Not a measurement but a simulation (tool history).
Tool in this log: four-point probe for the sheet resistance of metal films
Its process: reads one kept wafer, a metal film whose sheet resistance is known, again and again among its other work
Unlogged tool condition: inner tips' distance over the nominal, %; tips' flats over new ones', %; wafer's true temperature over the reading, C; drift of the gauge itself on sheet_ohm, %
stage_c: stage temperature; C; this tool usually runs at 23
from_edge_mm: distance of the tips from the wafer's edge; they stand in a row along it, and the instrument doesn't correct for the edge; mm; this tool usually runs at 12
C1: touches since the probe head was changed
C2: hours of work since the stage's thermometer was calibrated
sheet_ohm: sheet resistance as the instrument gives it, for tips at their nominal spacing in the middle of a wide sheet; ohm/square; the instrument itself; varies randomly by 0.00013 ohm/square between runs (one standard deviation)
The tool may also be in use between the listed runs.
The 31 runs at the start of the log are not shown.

Run 32, hour 1392.1: usual settings but stage_c 31 C, from_edge_mm 9 mm; C1 9745; C2 1298. Result: sheet_ohm 0.636207 ohm/square.
Run 33, hour 1440.8: usual settings but stage_c 25 C, from_edge_mm 4 mm; C1 12123; C2 1330. Result: sheet_ohm 0.639403 ohm/square.
Run 34, hour 1483.4: usual settings but stage_c 26 C, from_edge_mm 19 mm; C1 14205; C2 1357. Result: sheet_ohm 0.634375 ohm/square.
Run 35, hour 1545.3: usual settings but stage_c 30 C; C1 17227; C2 1398. Result: sheet_ohm 0.635158 ohm/square.
Run 36, hour 1577.9: usual settings but stage_c 31 C, from_edge_mm 4 mm; C1 18821; C2 1419. Result: sheet_ohm 0.639780 ohm/square.
Run 37, hour 1621.9: usual settings but stage_c 19 C, from_edge_mm 8 mm; C1 20972; C2 1448. Result: sheet_ohm 0.634314 ohm/square.
Run 38, hour 1658.7: usual settings but stage_c 19 C, from_edge_mm 8 mm; C1 22771; C2 1472. Result: sheet_ohm 0.634044 ohm/square.
Run 39, hour 1691.0: usual settings but stage_c 19 C, from_edge_mm 8 mm; C1 24347; C2 1493. Result: sheet_ohm 0.633861 ohm/square.
Run 40, hour 1755.3: usual settings but stage_c 19 C, from_edge_mm 11 mm; C1 27489; C2 1535. Result: sheet_ohm 0.633162 ohm/square.
Run 41, hour 1787.7: usual settings but stage_c 19 C, from_edge_mm 11 mm; C1 29073; C2 1556. Result: sheet_ohm 0.632983 ohm/square.
Run 42, hour 1831.7: usual settings but stage_c 22 C, from_edge_mm 3 mm; C1 31220; C2 1584. Result: sheet_ohm 0.641928 ohm/square.
Run 43, hour 1864.4: usual settings but stage_c 21 C, from_edge_mm 22 mm; C1 32820; C2 1606. Result: sheet_ohm 0.632401 ohm/square.
Run 44, hour 1904.1: usual settings but stage_c 34 C; C1 34759; C2 1632. Result: sheet_ohm 0.634228 ohm/square.
Run 45, hour 1934.0: usual settings but stage_c 34 C; C1 36216; C2 1651. Result: sheet_ohm 0.634459 ohm/square.

What if the next run were any one of these 4? Each begins from the tool's condition after run 45:
Run A, hour 1980.5: usual settings but stage_c 26 C, from_edge_mm 4 mm; C1 38489; C2 1681. Result: sheet_ohm ?.
Run B, hour 1980.5: usual settings but stage_c 28 C; C1 38489; C2 1681. Result: sheet_ohm ?.
Run C, hour 1980.5: usual settings but stage_c 34 C, from_edge_mm 43 mm; C1 38489; C2 1681. Result: sheet_ohm ?.
Run D, hour 1980.5: usual settings but stage_c 29 C, from_edge_mm 50 mm; C1 38489; C2 1681. Result: sheet_ohm ?.

run  sheet_ohm
  A   0.637857
  B   0.633376
  C   0.633747
  D   0.632996
With no hidden state in the tool, these same runs would have given:
run  sheet_ohm
  A   0.639648
  B   0.635150
  C   0.635508
  D   0.634766
